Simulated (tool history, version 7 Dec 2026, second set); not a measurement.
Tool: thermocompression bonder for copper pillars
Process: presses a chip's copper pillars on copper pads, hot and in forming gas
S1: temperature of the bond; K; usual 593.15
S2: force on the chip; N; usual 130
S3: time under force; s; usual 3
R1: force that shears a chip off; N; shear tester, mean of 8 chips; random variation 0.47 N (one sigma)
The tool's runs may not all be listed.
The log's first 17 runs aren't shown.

run	day	S1	S2	S3	R1
# day 35.304: forming gas filter changed
18	36.879	593.15	130	3	46.2
19	39.875	593.15	101	3	35
20	41.396	593.15	130	9	65.2
21	43.021	593.15	130	9	61.8
22	44.65	593.15	130	9	60.7
# day 45.092: forming gas filter changed
# day 46.383: force cell calibrated
23	47.446	593.15	130	9	63
24	49.942	593.15	130	9	60.8
25	52.421	593.15	130	4	44.6
26	54.108	593.15	106	2	26.7
# day 54.888: forming gas filter changed
# day 57.117: heater calibrated with a thermocouple chip
27	57.117	593.15	106	2	32
28	59.658	593.15	106	2	30.6
29	62.238	583.15	193	7	69.9
30	63.896	607.15	146	3	54.7
# day 64.7: forming gas filter changed
31	65.454	579.15	169	9	70.6
32	68.179	572.15	109	2	22.5
33	70.638	593.15	166	6	68.3
34	73.179	604.15	120	5	54.2
# day 74.633: forming gas filter changed
35	75.812	604.15	120	5	58.8
36	78.15	604.15	120	2	40.3
37	80.379	593.15	177	3	56.7
38	81.683	593.15	130	2	34.7

Forecast each of these 3 alternatives for the next run:
A	84.133	592.15	116	2	?
B	84.133	578.15	131	3	?
C	84.133	589.15	100	2	?

run	R1
A	30.3
B	31.6
C	24.4
Without the tool's hidden state the same runs would have given:
run	R1
A	35.7
B	37.4
C	28.8
